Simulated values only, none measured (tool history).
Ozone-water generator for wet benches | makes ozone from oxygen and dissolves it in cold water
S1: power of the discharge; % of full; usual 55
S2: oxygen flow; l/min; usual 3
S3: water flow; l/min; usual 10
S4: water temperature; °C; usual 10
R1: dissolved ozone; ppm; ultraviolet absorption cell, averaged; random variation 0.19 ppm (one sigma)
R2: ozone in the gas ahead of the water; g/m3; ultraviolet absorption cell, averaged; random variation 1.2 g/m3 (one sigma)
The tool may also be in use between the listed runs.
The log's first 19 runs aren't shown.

run	hour	S1	S2	S3	S4	R1	R2
20	510.4	67	4.79	8	17	33.6	206.5
21	535	67	4.79	8	17	33.5	207.1
22	550.5	67	3.61	8	17	33.8	236
23	572.8	55	1.92	10	10	24.7	258.3
24	592.5	48	3.08	10	10	24.3	188.1
25	611.4	55	1.88	10	18	22.2	258.3
26	629.4	48	3	10	10	24.4	190.3
27	646.2	48	1.6	8	11	25.3	249.3
28	674.8	41	3	8	8	25.8	170.1
29	693.3	88	3.98	8	6	51.4	280.2
30	720	57	3.41	8	6	35.6	210.8
31	751.9	57	3.41	8	6	35.4	208.9
32	766.9	55	2.85	6	10	38.3	217
33	797.4	52	2.85	9	10	28.1	208.9

Forecast each of these 3 alternatives for the next run:
A	814.1	55	3	10	18	?	?
B	814.1	52	3.02	7	10	?	?
C	814.1	65	2.79	10	10	?	?

run	R1	R2
A	24.1	212.7
B	33.6	203.8
C	30.7	255.7
Without the tool's hidden state the same runs would have given:
run	R1	R2
A	24.1	212.7
B	33.7	203.9
C	30.7	255.7

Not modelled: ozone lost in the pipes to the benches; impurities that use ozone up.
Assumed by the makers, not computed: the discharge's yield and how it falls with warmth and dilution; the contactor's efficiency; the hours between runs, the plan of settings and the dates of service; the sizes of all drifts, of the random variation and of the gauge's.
